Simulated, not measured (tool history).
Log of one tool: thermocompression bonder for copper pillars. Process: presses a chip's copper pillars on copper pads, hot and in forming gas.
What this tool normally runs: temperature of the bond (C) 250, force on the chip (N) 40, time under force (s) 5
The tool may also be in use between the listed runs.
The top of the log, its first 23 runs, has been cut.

| run | day | temperature of the bond (C) | force on the chip (N) | time under force (s) | hours of work since the heater was calibrated | hours of work since the force cell was calibrated | hours of work since the gas filter was changed | force that shears a chip off (N) |
|---|---|---|---|---|---|---|---|---|
| 24 | 44.854 | 270 | 40 | 3 | 871 | 132 | 209 | 55.8 |
| 25 | 47.304 | 254 | 50 | 10 | 909 | 170 | 247 | 79.8 |
| 26 | 49.750 | 259 | 37 | 13 | 947 | 208 | 285 | 78.4 |
| 27 | 51.538 | 259 | 37 | 13 | 975 | 236 | 313 | 78.6 |
| 28 | 53.158 | 259 | 37 | 13 | 1000 | 261 | 338 | 76.9 |
| 29 | 54.946 | 259 | 37 | 13 | 1027 | 289 | 365 | 76.7 |
|  | 56.404 | forming gas filter changed |
| 30 | 56.404 | 225 | 44 | 3 | 1050 | 311 | 0 | 36.4 |
| 31 | 57.867 | 225 | 44 | 3 | 1072 | 333 | 23 | 35.5 |
| 32 | 59.142 | 225 | 37 | 4 | 1092 | 353 | 42 | 34.5 |
| 33 | 60.604 | 264 | 43 | 3 | 1114 | 376 | 65 | 54.6 |
| 34 | 62.454 | 233 | 29 | 9 | 1143 | 404 | 94 | 46.6 |
| 35 | 63.583 | 280 | 30 | 5 | 1161 | 422 | 111 | 63.2 |
| 36 | 65.408 | 250 | 55 | 7 | 1189 | 450 | 139 | 77.8 |
| 37 | 67.408 | 250 | 55 | 7 | 1220 | 481 | 170 | 74.9 |
| 38 | 69.017 | 260 | 30 | 14 | 1245 | 506 | 195 | 75.2 |
| 39 | 70.588 | 260 | 30 | 14 | 1269 | 530 | 219 | 74.6 |
| 40 | 73.054 | 238 | 28 | 3 | 1307 | 568 | 258 | 29.3 |

Predict each of these 3 candidate next runs independently; none follows another, all start after run 40:
| A | 75.379 | 223 | 40 | 13 | 1343 | 604 | 294 | ? |
| B | 75.379 | 264 | 40 | 5 | 1343 | 604 | 294 | ? |
| C | 75.379 | 250 | 40 | 11 | 1343 | 604 | 294 | ? |

| run | force that shears a chip off (N) |
|---|---|
| A | 55.1 |
| B | 61.4 |
| C | 69.5 |
Had the tool no hidden state, the same runs would have come out as:
| run | force that shears a chip off (N) |
|---|---|
| A | 57.1 |
| B | 64.3 |
| C | 72.8 |
